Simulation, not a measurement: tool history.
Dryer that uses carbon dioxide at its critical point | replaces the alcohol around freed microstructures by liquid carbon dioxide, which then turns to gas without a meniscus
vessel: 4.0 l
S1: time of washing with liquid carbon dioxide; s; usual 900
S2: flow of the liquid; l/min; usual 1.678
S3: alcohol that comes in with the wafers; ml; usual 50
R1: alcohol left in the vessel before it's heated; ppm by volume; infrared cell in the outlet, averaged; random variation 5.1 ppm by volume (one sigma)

run,hour,S1,S2,S3,R1
1,0.0,900,1.678,50,141
2,14.2,900,1.678,50,151
3,36.7,900,1.678,50,141
4,51.6,900,1.678,50,158
5,67.9,900,1.678,86,227
6,91.7,900,1.678,86,248
7,109.5,900,1.678,50,164
8,126.6,900,1.678,50,169
9,150.0,900,1.678,50,175
10,161.4,660,1.678,50,455
11,171.7,660,1.678,50,484
12,184.1,660,1.678,50,477
13,194.8,660,1.678,50,500
14,205.2,660,1.678,50,482
15,220.5,840,1.710,62,260
16,232.8,840,1.710,29,156
17,251.6,1200,1.830,50,81
18,263.5,780,1.678,50,308
19,275.2,1320,2.650,89,69
20,295.5,600,1.130,54,1918
21,315.1,1380,1.850,34,75
22,336.4,1380,1.850,34,74
23,347.2,1380,1.850,34,74

4 ways to go on from here, each from the tool as it stands after run 23. What would each give?
A,368.4,780,1.850,46,?
B,368.4,780,1.360,96,?
C,368.4,1380,1.010,34,?
D,368.4,1320,1.390,36,?

run,R1
A,235
B,1211
C,230
D,115
Without the tool's hidden state the same runs would have given:
run,R1
A,88
B,703
C,82
D,17

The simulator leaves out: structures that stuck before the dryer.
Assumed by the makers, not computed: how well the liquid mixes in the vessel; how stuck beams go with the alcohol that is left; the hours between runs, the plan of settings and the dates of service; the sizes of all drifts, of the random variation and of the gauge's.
